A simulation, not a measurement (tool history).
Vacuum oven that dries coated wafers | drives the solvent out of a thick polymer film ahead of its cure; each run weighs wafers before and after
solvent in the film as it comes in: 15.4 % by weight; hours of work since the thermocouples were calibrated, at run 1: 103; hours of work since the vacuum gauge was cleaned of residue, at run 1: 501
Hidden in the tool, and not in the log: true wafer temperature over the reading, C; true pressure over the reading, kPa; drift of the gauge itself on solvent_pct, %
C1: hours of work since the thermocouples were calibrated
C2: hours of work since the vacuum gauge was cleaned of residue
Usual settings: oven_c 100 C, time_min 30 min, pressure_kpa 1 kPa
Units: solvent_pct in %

Run 1, hour 0: usual settings; C1 103; C2 501. Result: solvent_pct 1.98 %.
Run 2, hour 38.6: usual settings but oven_c 95 C; C1 120; C2 518. Result: solvent_pct 3.28 %.
Run 3, hour 63.9: usual settings; C1 132; C2 530. Result: solvent_pct 1.98 %.
Run 4, hour 107: usual settings; C1 151; C2 549. Result: solvent_pct 2.01 %.
Run 5, hour 131.4: usual settings; C1 162; C2 560. Result: solvent_pct 1.96 %.
Run 6, hour 170.4: usual settings but time_min 17 min; C1 180; C2 578. Result: solvent_pct 4.07 %.
Run 7, hour 194.4: usual settings; C1 191; C2 588. Result: solvent_pct 1.96 %.
Run 8, hour 238.9: usual settings but pressure_kpa 2.35 kPa; C1 211; C2 608. Result: solvent_pct 2.74 %.
Run 9, hour 275.9: usual settings but pressure_kpa 2.35 kPa; C1 227; C2 625. Result: solvent_pct 2.7 %.
Run 10, hour 313.5: usual settings; C1 244; C2 642. Result: solvent_pct 1.96 %.
Run 11, hour 339.2: usual settings; C1 256; C2 654. Result: solvent_pct 1.97 %.
Run 12, hour 359.8: usual settings; C1 265; C2 663. Result: solvent_pct 1.94 %.
Run 13, hour 401.9: usual settings but time_min 25 min; C1 284; C2 682. Result: solvent_pct 2.53 %.
Run 14, hour 429.5: usual settings but pressure_kpa 3.29 kPa; C1 297; C2 694. Result: solvent_pct 3.21 %.
Run 15, hour 457.7: usual settings but oven_c 92 C, pressure_kpa 3.29 kPa; C1 309; C2 707. Result: solvent_pct 5.59 %.
Run 16, hour 476: usual settings but oven_c 86 C; C1 318; C2 715. Result: solvent_pct 6.16 %.
Run 17, hour 497: usual settings; C1 327; C2 725. Result: solvent_pct 1.94 %.
Run 18, hour 526.9: usual settings; C1 341; C2 738. Result: solvent_pct 1.93 %.
Run 19, hour 546.5: usual settings but pressure_kpa 1.52 kPa; C1 349; C2 747. Result: solvent_pct 2.21 %.
Run 20, hour 570.4: usual settings but pressure_kpa 1.52 kPa; C1 360; C2 758. Result: solvent_pct 2.22 %.
Run 21, hour 605.8: usual settings but pressure_kpa 1.52 kPa; C1 376; C2 774. Result: solvent_pct 2.22 %.
Run 22, hour 629: usual settings but pressure_kpa 1.52 kPa; C1 387; C2 784. Result: solvent_pct 2.23 %.
Run 23, hour 672.7: usual settings but time_min 23 min; C1 406; C2 804. Result: solvent_pct 2.76 %.
Run 24, hour 712.8: usual settings but time_min 23 min; C1 424; C2 822. Result: solvent_pct 2.76 %.
Run 25, hour 739.1: usual settings but time_min 31 min, pressure_kpa 3.87 kPa; C1 436; C2 834. Result: solvent_pct 3.47 %.
Run 26, hour 783.6: usual settings but oven_c 89 C, time_min 43 min, pressure_kpa 1.03 kPa; C1 456; C2 854. Result: solvent_pct 3.58 %.
Run 27, hour 815.5: usual settings but oven_c 89 C, time_min 43 min, pressure_kpa 1.03 kPa; C1 471; C2 868. Result: solvent_pct 3.56 %.
Run 28, hour 856.4: usual settings but pressure_kpa 1.35 kPa; C1 489; C2 887. Result: solvent_pct 2.06 %.
Run 29, hour 895.8: usual settings but oven_c 114 C, time_min 21 min, pressure_kpa 3.19 kPa; C1 507; C2 905. Result: solvent_pct 1.47 %.
Run 30, hour 919.4: usual settings but oven_c 114 C, time_min 21 min, pressure_kpa 3.19 kPa; C1 518; C2 915. Result: solvent_pct 1.43 %.
Run 31, hour 940: usual settings but oven_c 94 C, pressure_kpa 0.73 kPa; C1 527; C2 925. Result: solvent_pct 3.25 %.
Run 32, hour 963.7: usual settings but oven_c 90 C, time_min 41 min, pressure_kpa 0.65 kPa; C1 538; C2 935. Result: solvent_pct 3.12 %.
Run 33, hour 1002.7: usual settings but oven_c 90 C, time_min 41 min, pressure_kpa 0.65 kPa; C1 555; C2 953. Result: solvent_pct 3.14 %.
Run 34, hour 1046.1: usual settings but time_min 23 min, pressure_kpa 0.94 kPa; C1 575; C2 972. Result: solvent_pct 2.69 %.
Run 35, hour 1083: usual settings but oven_c 87 C, time_min 37 min, pressure_kpa 0.63 kPa; C1 591; C2 989. Result: solvent_pct 4.47 %.
Run 36, hour 1103.8: usual settings but time_min 23 min, pressure_kpa 1.8 kPa; C1 601; C2 998. Result: solvent_pct 3.1 %.
Run 37, hour 1135.8: usual settings but time_min 23 min, pressure_kpa 1.8 kPa; C1 615; C2 1013. Result: solvent_pct 3.14 %.
Run 38, hour 1177.1: usual settings but oven_c 110 C, time_min 39 min, pressure_kpa 1.8 kPa; C1 634; C2 1031. Result: solvent_pct 0.84 %.
Run 39, hour 1199.6: usual settings but oven_c 104 C, time_min 18 min, pressure_kpa 1.56 kPa; C1 644; C2 1042. Result: solvent_pct 2.75 %.
Run 40, hour 1235.7: usual settings but oven_c 104 C, time_min 18 min, pressure_kpa 1.56 kPa; C1 660; C2 1058. Result: solvent_pct 2.78 %.
Run 41, hour 1266.6: usual settings but time_min 19 min; C1 674; C2 1072. Result: solvent_pct 3.38 %.
Run 42, hour 1298.9: usual settings but oven_c 87 C, time_min 23 min; C1 689; C2 1086. Result: solvent_pct 6.73 %.
Run 43, hour 1319.3: usual settings but oven_c 87 C, time_min 23 min; C1 698; C2 1096. Result: solvent_pct 6.73 %.
Run 44, hour 1346.6: usual settings but oven_c 87 C, time_min 23 min; C1 710; C2 1108. Result: solvent_pct 6.72 %.
Run 45, hour 1384.4: usual settings but oven_c 87 C, time_min 23 min; C1 727; C2 1125. Result: solvent_pct 6.66 %.
Run 46, hour 1424.7: usual settings but oven_c 87 C, time_min 51 min, pressure_kpa 2.41 kPa; C1 745; C2 1143. Result: solvent_pct 4.55 %.
Run 47, hour 1455.3: usual settings but oven_c 91 C, time_min 32 min, pressure_kpa 2.41 kPa; C1 759; C2 1157. Result: solvent_pct 4.9 %.

The same runs without the tool's hidden state, with the same run-to-run variation:
run  solvent_pct
  1         1.87
  2         3.14
  3         1.87
  4         1.91
  5         1.87
  6         3.97
  7         1.87
  8         2.65
  9         2.62
 10         1.89
 11          1.9
 12         1.88
 13         2.47
 14         3.15
 15         5.53
 16         6.09
 17         1.89
 18         1.88
 19         2.17
 20         2.18
 21         2.18
 22          2.2
 23         2.74
 24         2.75
 25         3.45
 26         3.57
 27         3.55
 28         2.06
 29         1.45
 30         1.42
 31         3.27
 32         3.14
 33         3.16
 34         2.74
 35         4.53
 36         3.16
 37          3.2
 38          0.8
 39         2.83
 40         2.86
 41         3.48
 42         6.84
 43         6.85
 44         6.84
 45         6.79
 46         4.65
 47         5.04
